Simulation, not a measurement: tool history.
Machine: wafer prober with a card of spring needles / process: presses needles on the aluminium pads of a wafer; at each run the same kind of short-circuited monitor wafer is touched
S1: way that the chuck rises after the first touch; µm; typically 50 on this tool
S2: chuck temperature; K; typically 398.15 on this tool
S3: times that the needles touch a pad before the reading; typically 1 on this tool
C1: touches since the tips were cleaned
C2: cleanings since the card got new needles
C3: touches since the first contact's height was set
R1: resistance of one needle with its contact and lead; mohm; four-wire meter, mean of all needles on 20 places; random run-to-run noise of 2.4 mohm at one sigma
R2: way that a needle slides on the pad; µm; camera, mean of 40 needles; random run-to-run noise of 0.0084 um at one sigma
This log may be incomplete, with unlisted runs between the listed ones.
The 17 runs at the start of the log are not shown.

At hour 473.4: tips cleaned on abrasive film.
Run 18, hour 491.4: usual settings but S1 43 µm, S2 337.15 K; C1 7527; C2 88; C3 19593. Result: R1 256 mohm, R2 5.663 µm.
At hour 497: tips cleaned on abrasive film.
At hour 521.1: tips cleaned on abrasive film.
Run 19, hour 529.9: usual settings but S1 34 µm, S2 343.15 K, S3 2; C1 3668; C2 90; C3 35536. Result: R1 262 mohm, R2 4.466 µm.
At hour 544.3: tips cleaned on abrasive film.
Run 20, hour 557.9: usual settings but S1 41 µm, S2 305.15 K; C1 5658; C2 91; C3 47136. Result: R1 244 mohm, R2 5.404 µm.
At hour 567.7: tips cleaned on abrasive film.
Run 21, hour 582.3: usual settings but S1 41 µm, S2 305.15 K; C1 6077; C2 92; C3 57264. Result: R1 247 mohm, R2 5.392 µm.
At hour 590.4: tips cleaned on abrasive film.
Run 22, hour 609.7: usual settings but S1 63 µm, S2 310.15 K, S3 2; C1 8045; C2 93; C3 68597. Result: R1 241 mohm, R2 8.28 µm.
At hour 612.9: tips cleaned on abrasive film.
At hour 635.6: tips cleaned on abrasive film.
Run 23, hour 638.8: usual settings but S1 62 µm, S2 317.15 K, S3 2; C1 1327; C2 95; C3 80647. Result: R1 243 mohm, R2 8.148 µm.
At hour 657.2: tips cleaned on abrasive film.
Run 24, hour 657.2: usual settings but S1 39 µm, S2 338.15 K, S3 2; C1 0; C2 96; C3 88248. Result: R1 254 mohm, R2 5.127 µm.
At hour 680.9: tips cleaned on abrasive film.
Run 25, hour 682.6: usual settings but S2 353.15 K, S3 3; C1 714; C2 97; C3 98778. Result: R1 254 mohm, R2 6.569 µm.
At hour 703.7: tips cleaned on abrasive film.
Run 26, hour 720.3: usual settings but S1 61 µm, S2 319.15 K; C1 6891; C2 98; C3 114423. Result: R1 249 mohm, R2 8.006 µm.
At hour 726.8: tips cleaned on abrasive film.
At hour 745.6: height of the first contact set anew.
At hour 750: tips cleaned on abrasive film.
Run 27, hour 758: usual settings but S1 61 µm, S2 319.15 K; C1 3343; C2 100; C3 5130. Result: R1 239 mohm, R2 8 µm.
At hour 772.7: tips cleaned on abrasive film.
Run 28, hour 781.5: usual settings but S2 343.15 K; C1 3667; C2 101; C3 14866. Result: R1 253 mohm, R2 6.563 µm.
At hour 796.8: tips cleaned on abrasive film.
Run 29, hour 812.5: usual settings but S2 343.15 K; C1 6518; C2 102; C3 27724. Result: R1 257 mohm, R2 6.569 µm.
At hour 818.3: tips cleaned on abrasive film.
Run 30, hour 829.9: usual settings but S1 33 µm; C1 4810; C2 103; C3 34914. Result: R1 276 mohm, R2 4.336 µm.
At hour 840.8: tips cleaned on abrasive film.
Run 31, hour 851.7: usual settings but S1 69 µm, S2 387.15 K, S3 2; C1 4529; C2 104; C3 43961. Result: R1 263 mohm, R2 9.063 µm.

Alternative continuations, all from the tool just after run 31; predict every row:
At hour 864.2: tips cleaned on abrasive film.
At hour 886.3: tips cleaned on abrasive film.
Run A, hour 886.3: usual settings but S1 60 µm, S2 364.15 K, S3 2; C1 0; C2 106; C3 58269. Result: R1 ?, R2 ?.
At hour 864.2: tips cleaned on abrasive film.
At hour 886.3: tips cleaned on abrasive film.
Run B, hour 886.3: usual settings but S1 34 µm, S2 368.15 K, S3 2; C1 0; C2 106; C3 58269. Result: R1 ?, R2 ?.
At hour 864.2: tips cleaned on abrasive film.
At hour 886.3: tips cleaned on abrasive film.
Run C, hour 886.3: usual settings but S1 42 µm, S3 2; C1 0; C2 106; C3 58269. Result: R1 ?, R2 ?.

run   R1     R2
  A  257  7.889
  B  266   4.48
  C  268  5.514
With no hidden state in the tool, these same runs would have given:
run   R1     R2
  A  257  7.892
  B  266  4.483
  C  268  5.517

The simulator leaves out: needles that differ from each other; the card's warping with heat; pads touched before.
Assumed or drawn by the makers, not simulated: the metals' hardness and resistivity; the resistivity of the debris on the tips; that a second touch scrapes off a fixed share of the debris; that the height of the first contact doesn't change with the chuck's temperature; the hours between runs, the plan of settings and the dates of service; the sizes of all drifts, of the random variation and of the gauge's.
